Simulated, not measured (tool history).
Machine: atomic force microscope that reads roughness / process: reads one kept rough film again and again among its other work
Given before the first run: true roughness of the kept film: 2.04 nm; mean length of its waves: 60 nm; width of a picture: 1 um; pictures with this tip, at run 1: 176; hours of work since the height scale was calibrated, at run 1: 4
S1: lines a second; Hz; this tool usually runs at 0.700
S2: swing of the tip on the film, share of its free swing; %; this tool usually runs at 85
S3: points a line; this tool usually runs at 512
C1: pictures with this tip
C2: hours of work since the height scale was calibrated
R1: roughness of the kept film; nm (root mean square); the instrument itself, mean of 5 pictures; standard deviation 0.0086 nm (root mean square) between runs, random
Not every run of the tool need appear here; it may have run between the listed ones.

run,day,S1,S2,S3,C1,C2,R1
1,0.000,0.700,85,512,176,4,1.868
# day 2.621: new tip fitted
2,3.046,0.700,85,512,25,56,1.921
3,4.988,0.700,85,512,139,89,1.879
4,7.912,0.700,85,512,310,138,1.822
# day 8.192: new tip fitted
5,10.704,0.700,85,512,147,186,1.874
6,13.042,0.961,85,512,284,225,1.777
# day 13.975: new tip fitted
7,14.967,0.700,85,512,58,258,1.913
8,16.871,0.700,85,512,170,290,1.847
9,19.312,0.700,85,512,313,332,1.804
# day 19.550: new tip fitted
10,21.446,0.700,85,512,111,367,1.878
11,23.800,0.700,85,512,249,407,1.818
# day 25.075: new tip fitted
12,25.425,0.700,85,512,21,435,1.912
13,26.842,0.700,85,512,104,459,1.877
14,28.404,0.700,85,512,195,485,1.844
# day 30.804: new tip fitted
15,31.612,0.700,85,512,48,540,1.899
16,34.667,0.700,85,512,226,592,1.831
17,36.083,0.700,85,512,309,616,1.806
# day 36.358: new tip fitted
18,38.754,0.700,85,381,140,661,1.861
19,40.946,0.700,85,321,268,698,1.841
# day 41.942: new tip fitted
20,43.300,3.288,66,751,79,738,1.847
21,44.883,3.288,66,751,172,764,1.813
22,47.367,3.288,66,751,317,807,1.767
# day 47.542: new tip fitted
23,49.146,3.288,66,751,94,837,1.847
24,51.742,3.053,66,452,246,881,1.807
# day 53.175: new tip fitted
25,54.308,1.005,67,445,67,924,1.933
26,56.354,1.005,67,445,187,959,1.902
27,58.362,1.005,67,445,304,993,1.841
# day 58.771: new tip fitted
28,61.333,0.801,84,392,149,1043,1.870
29,62.917,0.834,85,512,242,1070,1.819
# day 64.362: new tip fitted
30,65.300,0.834,85,512,54,1110,1.891
31,68.058,1.815,79,622,216,1157,1.783
# day 69.892: new tip fitted
32,69.892,3.530,58,320,0,1188,1.908
33,72.612,3.451,70,399,159,1234,1.793
34,75.317,3.451,70,399,317,1280,1.726
# day 75.525: new tip fitted
35,78.283,0.680,62,366,162,1330,1.921
36,79.712,0.700,89,512,245,1354,1.828

How the hidden state differs across the entries between the runs, from the last listed run before each to the first after it:
After run 1, before run 2: new tip fitted (day 2.621)
  radius of the tip, nm: 24.4 -> 12; height scale over the true one, %: 0.02 -> 0.06
  the result without the hidden state subtracted from the measured one, R1: -0.058 -> -0.008 nm (root mean square)
After run 4, before run 5: new tip fitted (day 8.192)
  radius of the tip, nm: 36.9 -> 24.1; height scale over the true one, %: 0.13 -> 0.17
  the result without the hidden state subtracted from the measured one, R1: -0.104 -> -0.054 nm (root mean square)
After run 6, before run 7: new tip fitted (day 13.975)
  radius of the tip, nm: 36.8 -> 16.4; height scale over the true one, %: 0.2 -> 0.23
  the result without the hidden state subtracted from the measured one, R1: -0.101 -> -0.023 nm (root mean square)
After run 9, before run 10: new tip fitted (day 19.550)
  radius of the tip, nm: 39.3 -> 21.4; height scale over the true one, %: 0.29 -> 0.32
  the result without the hidden state subtracted from the measured one, R1: -0.110 -> -0.041 nm (root mean square)
After run 11, before run 12: new tip fitted (day 25.075)
  radius of the tip, nm: 33.7 -> 12.1; height scale over the true one, %: 0.36 -> 0.38
  the result without the hidden state subtracted from the measured one, R1: -0.087 -> -0.002 nm (root mean square)
After run 14, before run 15: new tip fitted (day 30.804)
  radius of the tip, nm: 27.6 -> 15.8; height scale over the true one, %: 0.43 -> 0.47
  the result without the hidden state subtracted from the measured one, R1: -0.064 -> -0.015 nm (root mean square)
After run 17, before run 18: new tip fitted (day 36.358)
  radius of the tip, nm: 41.7 -> 22.1; height scale over the true one, %: 0.53 -> 0.57
  the result without the hidden state subtracted from the measured one, R1: -0.115 -> -0.039 nm (root mean square)
After run 19, before run 20: new tip fitted (day 41.942)
  radius of the tip, nm: 33.4 -> 16.8; height scale over the true one, %: 0.61 -> 0.64
  the result without the hidden state subtracted from the measured one, R1: -0.083 -> -0.015 nm (root mean square)
After run 22, before run 23: new tip fitted (day 47.542)
  radius of the tip, nm: 37.9 -> 18.2; height scale over the true one, %: 0.7 -> 0.73
  the result without the hidden state subtracted from the measured one, R1: -0.095 -> -0.019 nm (root mean square)
After run 24, before run 25: new tip fitted (day 53.175)
  radius of the tip, nm: 31.7 -> 16.3; height scale over the true one, %: 0.76 -> 0.8
  the result without the hidden state subtracted from the measured one, R1: -0.072 -> -0.011 nm (root mean square)
After run 27, before run 28: new tip fitted (day 58.771)
  radius of the tip, nm: 37.3 -> 23.4; height scale over the true one, %: 0.86 -> 0.9
  the result without the hidden state subtracted from the measured one, R1: -0.093 -> -0.038 nm (root mean square)
After run 29, before run 30: new tip fitted (day 64.362)
  radius of the tip, nm: 32.1 -> 16; height scale over the true one, %: 0.92 -> 0.96
  the result without the hidden state subtracted from the measured one, R1: -0.070 -> -0.007 nm (root mean square)
After run 31, before run 32: new tip fitted (day 69.892)
  radius of the tip, nm: 29.8 -> 10.4; height scale over the true one, %: 1 -> 1.03
  the result without the hidden state subtracted from the measured one, R1: -0.059 -> +0.018 nm (root mean square)
After run 34, before run 35: new tip fitted (day 75.525)
  radius of the tip, nm: 39 -> 24.3; height scale over the true one, %: 1.11 -> 1.14
  the result without the hidden state subtracted from the measured one, R1: -0.090 -> -0.037 nm (root mean square)
